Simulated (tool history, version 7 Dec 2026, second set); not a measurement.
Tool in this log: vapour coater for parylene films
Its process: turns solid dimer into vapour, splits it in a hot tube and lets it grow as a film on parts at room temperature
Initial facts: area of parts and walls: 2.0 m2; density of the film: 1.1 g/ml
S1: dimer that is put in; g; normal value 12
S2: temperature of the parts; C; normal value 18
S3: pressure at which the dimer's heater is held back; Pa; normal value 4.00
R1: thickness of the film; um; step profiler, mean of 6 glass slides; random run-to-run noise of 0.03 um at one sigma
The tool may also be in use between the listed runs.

run 1 hour=0.0 | S1=12 S2=18 S3=4.00 | R1=3.71
run 2 hour=89.2 | S1=12 S2=18 S3=4.00 | R1=3.60
run 3 hour=143.0 | S1=12 S2=18 S3=9.26 | R1=3.30
run 4 hour=215.0 | S1=12 S2=18 S3=9.26 | R1=3.26
run 5 hour=298.0 | S1=12 S2=18 S3=9.26 | R1=3.17
run 6 hour=384.6 | S1=12 S2=18 S3=4.00 | R1=3.36
run 7 hour=425.1 | S1=10 S2=18 S3=4.00 | R1=2.76
run 8 hour=493.1 | S1=7 S2=18 S3=4.00 | R1=1.92
-- hour=526.7 trap's valve overhauled
run 9 hour=586.8 | S1=7 S2=18 S3=3.01 | R1=1.76
run 10 hour=629.3 | S1=12 S2=18 S3=2.19 | R1=3.10
run 11 hour=680.1 | S1=12 S2=18 S3=4.00 | R1=2.87
run 12 hour=753.5 | S1=12 S2=18 S3=4.00 | R1=2.78
run 13 hour=817.4 | S1=11 S2=17 S3=5.30 | R1=2.44
run 14 hour=890.6 | S1=11 S2=17 S3=5.30 | R1=2.44
-- hour=941.4 trap's valve overhauled, once more
run 15 hour=941.8 | S1=11 S2=17 S3=5.30 | R1=3.34
run 16 hour=1009.8 | S1=11 S2=17 S3=5.30 | R1=3.31
run 17 hour=1084.6 | S1=13 S2=17 S3=4.83 | R1=3.82
run 18 hour=1141.1 | S1=12 S2=18 S3=9.18 | R1=3.26
run 19 hour=1200.1 | S1=12 S2=18 S3=9.18 | R1=3.17
run 20 hour=1264.7 | S1=12 S2=18 S3=9.18 | R1=3.06
run 21 hour=1312.9 | S1=12 S2=12 S3=3.22 | R1=3.74
run 22 hour=1382.6 | S1=12 S2=12 S3=3.22 | R1=3.69
-- hour=1469.1 trap's valve overhauled
run 23 hour=1469.1 | S1=12 S2=12 S3=3.22 | R1=4.05
run 24 hour=1557.6 | S1=12 S2=12 S3=3.22 | R1=4.07

Some steps in R1, run to run, broken into two amounts with sign: the step expected even without the hidden condition (settings, incoming material, random variation), and the rest, left for the hidden condition together with whatever gauge scatter is not in both the measured and the hidden-condition-free result:
Unlogged tool condition in this case: vapour lost through the trap's worn valve, %; true temperature of the parts over the reading, C; drift of the gauge itself on film_um, %.
Run 9 -> 10: S1 7 -> 12, S3 3.01 -> 2.19. R1 +1.34 um: hidden state -0.40, all else +1.74.
Run 14 -> 15: trap's valve overhauled, once more. R1 +0.90 um: hidden state +0.91, all else -0.01.
Run 22 -> 23: trap's valve overhauled. R1 +0.36 um: hidden state +0.45, all else -0.09.

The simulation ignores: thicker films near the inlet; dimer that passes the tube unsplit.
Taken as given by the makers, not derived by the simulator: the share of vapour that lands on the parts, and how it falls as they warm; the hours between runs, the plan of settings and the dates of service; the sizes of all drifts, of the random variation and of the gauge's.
